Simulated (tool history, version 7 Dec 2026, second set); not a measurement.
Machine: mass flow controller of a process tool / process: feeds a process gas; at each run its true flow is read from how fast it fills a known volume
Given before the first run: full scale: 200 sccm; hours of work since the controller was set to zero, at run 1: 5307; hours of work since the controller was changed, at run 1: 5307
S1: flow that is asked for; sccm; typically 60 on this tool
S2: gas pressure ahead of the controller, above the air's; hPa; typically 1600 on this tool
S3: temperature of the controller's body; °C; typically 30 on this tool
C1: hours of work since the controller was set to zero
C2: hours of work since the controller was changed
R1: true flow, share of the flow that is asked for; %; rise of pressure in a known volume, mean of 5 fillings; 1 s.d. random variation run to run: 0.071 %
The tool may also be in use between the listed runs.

run     hour   S1    S2  S3    C1     C2     R1
  1        0   60  1600  30  5307   5307  97.26
  2    363.4   60  2030  30  5553   5553  96.95
  3    550.1   60  2030  30  5680   5680  96.99
  4    753.1   60  2030  30  5818   5818  96.76
  5    971.8   60  1600  30  5966   5966  96.84
  6   1325.9   60  1600  30  6206   6206   96.9
  7   1725.7   60  1600  30  6477   6477  96.69
  8   2099.2   60  1600  30  6730   6730  96.56
  9   2340.6   60  1600  30  6894   6894  96.55
      2532.4  -- controller's zero set anew
 10   2623.5   60  2480  30    62   7086  94.71
 11     2838   60  2480  30   207   7231  94.81
 12     3019   63  1600  30   330   7354  95.12
 13   3370.5   63  1600  30   568   7592  94.99
 14   3759.7   62  1600  30   832   7856  94.94
      4044.8  -- controller's zero set anew, once more
 15   4171.4   62  1600  30    86   8135  98.07
 16   4568.8  136  1600  30   355   8404  98.65
 17   4743.2   60  2640  30   474   8523  97.52
 18   5107.9   60  2640  30   721   8770  97.54
 19   5318.1   60  2640  30   863   8912  97.33
 20   5725.3   60  2640  30  1140   9189  97.13
 21   5905.2   60  1600  30  1261   9310  97.57
 22   6175.8   60  1600  30  1445   9494  97.67
 23   6514.4   60  1600  30  1675   9724  97.35
 24     6805   65  2030  34  1872   9921  97.52
 25   6999.6   65  2030  30  2004  10053  97.18
 26   7332.2   43  2580  24  2229  10278  96.05
 27   7666.6   20  1930  26  2456  10505  94.89
 28   8028.6  132  1780  38  2701  10750  98.32
 29   8301.3  132  1780  38  2886  10935  98.39
 30   8621.3   72  1780  38  3103  11152  97.46
 31   8885.3   75  1470  36  3282  11331  97.48
 32   9286.9  134  1450  30  3554  11604  97.82
 33   9689.2  149  1560  30  3827  11876  97.78
 34  10083.4  149  1560  30  4095  12144  97.77
 35  10262.2  149  1560  30  4216  12265  97.72
 36  10657.6   52  1850  30  4484  12533  95.89
 37  11001.5   52  1850  30  4717  12766  95.73
 38  11227.5   52  1850  30  4870  12919  95.79
 39  11454.4   52  1850  30  5024  13073  95.62
 40  11757.8   40  1850  39  5230  13279   95.5
 41  12057.1   26  2590  39  5433  13482  93.65
 42  12230.6   26  2590  39  5551  13600  93.64
 43  12421.8   60  1600  20  5680  13729  94.96
 44  12733.8   60  1600  20  5892  13941  95.01
 45  13023.4   60  1600  20  6088  14137  95.01
 46  13387.9   62  2320  30  6335  14384  95.29

Consider 4 possible next runs. They are alternatives, not a sequence: every one starts from the tool as it was left by run 46. What does each give?
  A  13604.6   62  1490  21  6482  14531   ?
  B  13604.6   62  2710  31  6482  14531   ?
  C  13604.6  193  2270  26  6482  14531   ?
  D  13604.6   62  2650  35  6482  14531   ?

run     R1
  A  94.88
  B  95.07
  C   97.1
  D  95.35
Take away the tool's hidden state, keep each run's random variation, and the runs would have read:
run     R1
  A  98.96
  B  99.14
  C  99.98
  D  99.42
